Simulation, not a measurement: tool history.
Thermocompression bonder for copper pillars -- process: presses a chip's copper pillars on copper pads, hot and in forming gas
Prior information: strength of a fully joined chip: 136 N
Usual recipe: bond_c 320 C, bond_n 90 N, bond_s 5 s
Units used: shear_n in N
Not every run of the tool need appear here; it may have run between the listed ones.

run,hour,bond_c,bond_n,bond_s,shear_n
1,0,320,90,5,68.8
2,20.3,320,90,11,87.3
3,48.3,320,90,11,86.8
4,61.2,320,90,9,81.1
5,89.2,320,61,5,56.9
6,109.1,320,61,5,56
7,129,320,61,5,56.3
# hour 140.3: forming gas filter changed
8,149.2,320,83,5,68.8
9,164.1,320,83,5,68.1
10,180.4,320,83,5,67.8
11,197.8,320,90,5,70.1
12,225.2,320,90,4,64.4
13,256.6,320,90,5,69.4
14,271.7,327,88,3,60.4
15,294.4,327,88,3,59.7
16,309.6,308,85,4,55.2
17,336.6,308,85,4,54.8
18,366.1,340,77,6,77.9
19,383.4,340,77,6,77.7
20,400.1,333,77,6,73.1
21,422.7,333,77,12,89.1
# hour 433.3: forming gas filter changed
22,454.2,333,77,12,95.6
23,480.2,320,90,3,58.5
24,503.3,335,108,3,71.2
25,526.1,320,63,5,59.3

A few steps of shear_n between consecutive runs. Split each: what settings, incoming material and random variation would produce without the hidden state, and what is left over for the hidden state, along with gauge scatter present in only one of the two compared results (measured, and without hidden state):
Hidden state at play: true temperature of the bond over the reading, C; force that reaches the chip, % of what is set; oxide that the forming gas leaves, % of the face; drift of the gauge itself on shear_n, %.
Run 4 -> 5: bond_n 90 -> 61, bond_s 9 -> 5. shear_n -24.2 N: hidden state +0.8, all else -25.
Run 7 -> 8: bond_n 61 -> 83, forming gas filter changed. shear_n +12.5 N: hidden state +3.8, all else +8.7.
Run 21 -> 22: forming gas filter changed. shear_n +6.5 N: hidden state +6.3, all else +0.2.
Run 22 -> 23: bond_c 333 -> 320, bond_n 77 -> 90, bond_s 12 -> 3. shear_n -37.1 N: hidden state -0.1, all else -37.

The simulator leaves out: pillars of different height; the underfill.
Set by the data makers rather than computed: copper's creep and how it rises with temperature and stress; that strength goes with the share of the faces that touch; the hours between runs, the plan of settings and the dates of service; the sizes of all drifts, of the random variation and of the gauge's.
